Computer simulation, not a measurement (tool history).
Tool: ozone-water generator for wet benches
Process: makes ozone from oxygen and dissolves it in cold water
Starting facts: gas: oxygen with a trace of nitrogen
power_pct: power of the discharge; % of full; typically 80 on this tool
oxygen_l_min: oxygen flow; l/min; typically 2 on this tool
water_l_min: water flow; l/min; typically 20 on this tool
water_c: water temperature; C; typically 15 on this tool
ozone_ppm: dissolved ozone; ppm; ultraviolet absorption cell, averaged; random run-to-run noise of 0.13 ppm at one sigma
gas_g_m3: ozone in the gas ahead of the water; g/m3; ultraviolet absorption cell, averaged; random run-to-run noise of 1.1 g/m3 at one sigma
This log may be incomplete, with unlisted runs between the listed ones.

run,hour,power_pct,oxygen_l_min,water_l_min,water_c,ozone_ppm,gas_g_m3
1,0,80,2,20,15,12.7,189.4
2,33.8,80,2,20,15,12.7,190.7
3,102,80,2,20,15,12.6,190.4
4,137.6,80,2,20,15,12.8,191
5,169.7,80,2,20,15,12.8,189.6
6,235,80,2,20,15,12.5,191.6
7,292.6,80,2,20,15,12.6,190.3
8,334.8,80,2,20,15,12.8,192.3
9,399.8,80,2,26,15,10.1,190.6
10,441.1,80,2,26,15,9.7,190.8
11,473.4,56,2,21,11,10.3,158.2
12,542.8,95,1.01,20,15,10.9,297
13,594.7,89,2.86,20,15,14.3,166.9
14,657.2,89,2.86,20,15,14.4,167
15,721.5,89,2.86,20,15,14.6,168.5
16,763.3,89,2.86,20,15,14.7,169.6
17,792.3,89,2.86,20,15,14.6,167.6
18,845.1,96,2,20,22,13.4,209.5
19,913.9,96,2,20,22,13.2,209.6

Here are 3 independent what-if runs from the current tool condition. What would each one return?
A,966,48,2.62,20,16,?,?
B,966,62,2,20,22,?,?
C,966,96,2,16,22,?,?

run,ozone_ppm,gas_g_m3
A,10.3,126.8
B,10.6,167
C,15.8,212.4
The same runs, with their run-to-run variation unchanged, on a tool lacking any hidden condition would have given:
run,ozone_ppm,gas_g_m3
A,10.3,126.9
B,10.6,167.1
C,15.8,212.6
